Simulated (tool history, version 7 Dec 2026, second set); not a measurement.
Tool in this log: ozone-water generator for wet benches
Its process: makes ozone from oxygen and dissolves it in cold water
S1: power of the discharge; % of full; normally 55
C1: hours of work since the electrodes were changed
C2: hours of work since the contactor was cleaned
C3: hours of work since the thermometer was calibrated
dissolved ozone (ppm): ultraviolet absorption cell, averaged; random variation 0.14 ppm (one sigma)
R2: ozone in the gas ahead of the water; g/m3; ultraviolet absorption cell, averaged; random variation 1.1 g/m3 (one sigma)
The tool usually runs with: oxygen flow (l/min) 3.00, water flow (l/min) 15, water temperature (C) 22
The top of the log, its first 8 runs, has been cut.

Run 9, hour 926.2: usual settings; C1 5411; C2 9849; C3 3115. Result: dissolved ozone (ppm) 16.6, R2 196.8 g/m3.
Run 10, hour 1096.2: usual settings; C1 5565; C2 10003; C3 3269. Result: dissolved ozone (ppm) 16.8, R2 196.6 g/m3.
Run 11, hour 1272.9: usual settings but oxygen flow (l/min) 1.77; C1 5725; C2 10162; C3 3429. Result: dissolved ozone (ppm) 14.8, R2 244.6 g/m3.
Run 12, hour 1376.8: usual settings but oxygen flow (l/min) 1.77; C1 5819; C2 10256; C3 3523. Result: dissolved ozone (ppm) 14.8, R2 246.2 g/m3.
Run 13, hour 1487.8: usual settings but oxygen flow (l/min) 1.77; C1 5919; C2 10357; C3 3623. Result: dissolved ozone (ppm) 14.7, R2 246.2 g/m3.
Run 14, hour 1618.6: usual settings but oxygen flow (l/min) 3.70; C1 6038; C2 10475; C3 3742. Result: dissolved ozone (ppm) 17.2, R2 179.2 g/m3.
Run 15, hour 1697.8: usual settings but water temperature (C) 26; C1 6109; C2 10547; C3 3813. Result: dissolved ozone (ppm) 15.6, R2 193.9 g/m3.
Run 16, hour 1791.3: usual settings but water temperature (C) 26; C1 6194; C2 10631; C3 3898. Result: dissolved ozone (ppm) 15.8, R2 195.7 g/m3.
Run 17, hour 1954.9: usual settings but S1 63 % of full, oxygen flow (l/min) 5.12; C1 6342; C2 10779; C3 4046. Result: dissolved ozone (ppm) 20.1, R2 176.8 g/m3.
At hour 1972.0: contactor cleaned.
Run 18, hour 2096.5: usual settings but oxygen flow (l/min) 2.12, water flow (l/min) 20, water temperature (C) 29; C1 6466; C2 113; C3 4171. Result: dissolved ozone (ppm) 10.6, R2 225.7 g/m3.
Run 19, hour 2197.8: usual settings but oxygen flow (l/min) 2.12, water flow (l/min) 20, water temperature (C) 29; C1 6558; C2 204; C3 4262. Result: dissolved ozone (ppm) 11.0, R2 225.1 g/m3.
Run 20, hour 2304.5: usual settings but S1 42 % of full, water flow (l/min) 17, water temperature (C) 23; C1 6654; C2 301; C3 4359. Result: dissolved ozone (ppm) 11.6, R2 152.5 g/m3.
Run 21, hour 2448.6: usual settings but S1 54 % of full, water flow (l/min) 17, water temperature (C) 23; C1 6785; C2 431; C3 4489. Result: dissolved ozone (ppm) 14.4, R2 191.2 g/m3.
Run 22, hour 2639.6: usual settings but S1 44 % of full, oxygen flow (l/min) 3.91, water flow (l/min) 10, water temperature (C) 18; C1 6958; C2 604; C3 4662. Result: dissolved ozone (ppm) 21.0, R2 141.3 g/m3.
Run 23, hour 2757.2: usual settings but oxygen flow (l/min) 1.71, water flow (l/min) 19; C1 7064; C2 710; C3 4768. Result: dissolved ozone (ppm) 11.6, R2 245.7 g/m3.
Run 24, hour 2928.2: usual settings but S1 77 % of full, oxygen flow (l/min) 1.56, water temperature (C) 15; C1 7219; C2 865; C3 4923. Result: dissolved ozone (ppm) 20.5, R2 345.4 g/m3.
At hour 3041.0: gauge calibrated.
Run 25, hour 3041.9: usual settings but S1 77 % of full, oxygen flow (l/min) 1.56, water temperature (C) 15; C1 7322; C2 968; C3 5026. Result: dissolved ozone (ppm) 20.4, R2 355.1 g/m3.
Run 26, hour 3158.7: usual settings but water flow (l/min) 21; C1 7427; C2 1074; C3 5132. Result: dissolved ozone (ppm) 12.0, R2 196.5 g/m3.
Run 27, hour 3251.9: usual settings but water flow (l/min) 21; C1 7512; C2 1158; C3 5216. Result: dissolved ozone (ppm) 12.4, R2 196.8 g/m3.
Run 28, hour 3416.5: usual settings but water flow (l/min) 16, water temperature (C) 15; C1 7661; C2 1307; C3 5365. Result: dissolved ozone (ppm) 17.2, R2 197.5 g/m3.
Run 29, hour 3583.6: usual settings but water flow (l/min) 16, water temperature (C) 15; C1 7812; C2 1458; C3 5516. Result: dissolved ozone (ppm) 17.3, R2 197.5 g/m3.
Run 30, hour 3700.5: usual settings but water flow (l/min) 19, water temperature (C) 19; C1 7917; C2 1564; C3 5622. Result: dissolved ozone (ppm) 14.0, R2 195.6 g/m3.
At hour 3786.8: water thermometer calibrated.
Run 31, hour 3868.6: usual settings but water flow (l/min) 19, water temperature (C) 19; C1 8069; C2 1716; C3 74. Result: dissolved ozone (ppm) 13.9, R2 196.7 g/m3.
Run 32, hour 4020.5: usual settings but water flow (l/min) 19, water temperature (C) 19; C1 8207; C2 1853; C3 212. Result: dissolved ozone (ppm) 13.7, R2 197.7 g/m3.

Consider 5 possible next runs. They are alternatives, not a sequence: every one starts from the tool as it was left by run 32. What does each give?
Run A, hour 4143.0: usual settings but oxygen flow (l/min) 2.85, water flow (l/min) 18, water temperature (C) 29; C1 8317; C2 1964; C3 322. Result: dissolved ozone (ppm) ?, R2 ?.
Run B, hour 4143.0: usual settings but S1 73 % of full, water flow (l/min) 19, water temperature (C) 19; C1 8317; C2 1964; C3 322. Result: dissolved ozone (ppm) ?, R2 ?.
Run C, hour 4143.0: usual settings but oxygen flow (l/min) 2.81; C1 8317; C2 1964; C3 322. Result: dissolved ozone (ppm) ?, R2 ?.
Run D, hour 4143.0: usual settings; C1 8317; C2 1964; C3 322. Result: dissolved ozone (ppm) ?, R2 ?.
Run E, hour 4143.0: usual settings but water flow (l/min) 10, water temperature (C) 19; C1 8317; C2 1964; C3 322. Result: dissolved ozone (ppm) ?, R2 ?.

run  dissolved ozone (ppm)     R2
  A                   12.9  201.6
  B                   18.1  255.4
  C                   16.7  202.6
  D                   17.0  196.0
  E                   24.7  193.8
Take away the tool's hidden state, keep each run's random variation, and the runs would have read:
run  dissolved ozone (ppm)     R2
  A                   13.0  204.1
  B                   18.1  258.6
  C                   16.8  205.0
  D                   17.0  198.4
  E                   24.7  196.2
